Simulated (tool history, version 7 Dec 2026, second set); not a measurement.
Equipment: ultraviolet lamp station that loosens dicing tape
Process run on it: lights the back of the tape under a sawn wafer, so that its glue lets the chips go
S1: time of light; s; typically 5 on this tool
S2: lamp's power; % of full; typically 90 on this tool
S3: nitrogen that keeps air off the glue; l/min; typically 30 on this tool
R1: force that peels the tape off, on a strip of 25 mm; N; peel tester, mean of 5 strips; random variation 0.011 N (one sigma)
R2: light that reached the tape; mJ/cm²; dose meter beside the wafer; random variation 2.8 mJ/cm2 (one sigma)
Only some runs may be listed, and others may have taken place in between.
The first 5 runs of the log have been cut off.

run 6 hour=197.9 | S1=5 S2=90 S3=48 | R1=1.150 R2=221
run 7 hour=231.8 | S1=5 S2=90 S3=30 | R1=1.351 R2=218
run 8 hour=256.0 | S1=5 S2=90 S3=30 | R1=1.388 R2=209
run 9 hour=291.3 | S1=5 S2=90 S3=26 | R1=1.532 R2=203
run 10 hour=325.7 | S1=5 S2=77 S3=30 | R1=1.827 R2=174
run 11 hour=358.6 | S1=3 S2=90 S3=30 | R1=2.691 R2=118
-- hour=377.1 lamp changed
run 12 hour=391.8 | S1=3 S2=90 S3=30 | R1=1.463 R2=204
run 13 hour=415.0 | S1=3 S2=90 S3=30 | R1=1.509 R2=201
run 14 hour=456.4 | S1=3 S2=90 S3=30 | R1=1.582 R2=192
run 15 hour=502.6 | S1=5 S2=90 S3=30 | R1=0.705 R2=322
-- hour=508.7 window cleaned of glue's vapour
run 16 hour=551.5 | S1=6 S2=66 S3=13 | R1=1.076 R2=304
run 17 hour=588.9 | S1=6 S2=66 S3=13 | R1=1.108 R2=297
run 18 hour=620.3 | S1=2 S2=81 S3=26 | R1=2.712 R2=119
run 19 hour=650.6 | S1=5 S2=90 S3=19 | R1=0.829 R2=324
run 20 hour=701.5 | S1=5 S2=62 S3=19 | R1=1.448 R2=219
run 21 hour=725.6 | S1=5 S2=62 S3=19 | R1=1.555 R2=212
run 22 hour=777.1 | S1=4 S2=61 S3=17 | R1=2.223 R2=163
run 23 hour=799.2 | S1=10 S2=90 S3=21 | R1=0.259 R2=589
run 24 hour=821.9 | S1=10 S2=90 S3=21 | R1=0.263 R2=589
run 25 hour=866.1 | S1=2 S2=90 S3=30 | R1=2.757 R2=116
run 26 hour=903.6 | S1=5 S2=97 S3=16 | R1=1.055 R2=299
run 27 hour=936.8 | S1=5 S2=97 S3=16 | R1=1.017 R2=291
run 28 hour=975.0 | S1=6 S2=63 S3=47 | R1=1.169 R2=222
run 29 hour=999.7 | S1=6 S2=70 S3=24 | R1=1.253 R2=238
run 30 hour=1022.7 | S1=6 S2=70 S3=24 | R1=1.280 R2=236

3 ways to go on from here, each from the tool as it stands after run 30. What would each give?
run A hour=1046.7 | S1=6 S2=70 S3=17 | R1=? R2=?
run B hour=1046.7 | S1=6 S2=70 S3=17 | R1=? R2=?
run C hour=1046.7 | S1=3 S2=85 S3=30 | R1=? R2=?

run=A R1=1.449 R2=235
run=B R1=1.456 R2=234
run=C R1=2.258 R2=141
With the hidden condition removed and each run's random variation left untouched, the same runs would have given:
run=A R1=0.735 R2=357
run=B R1=0.739 R2=355
run=C R1=1.375 R2=215

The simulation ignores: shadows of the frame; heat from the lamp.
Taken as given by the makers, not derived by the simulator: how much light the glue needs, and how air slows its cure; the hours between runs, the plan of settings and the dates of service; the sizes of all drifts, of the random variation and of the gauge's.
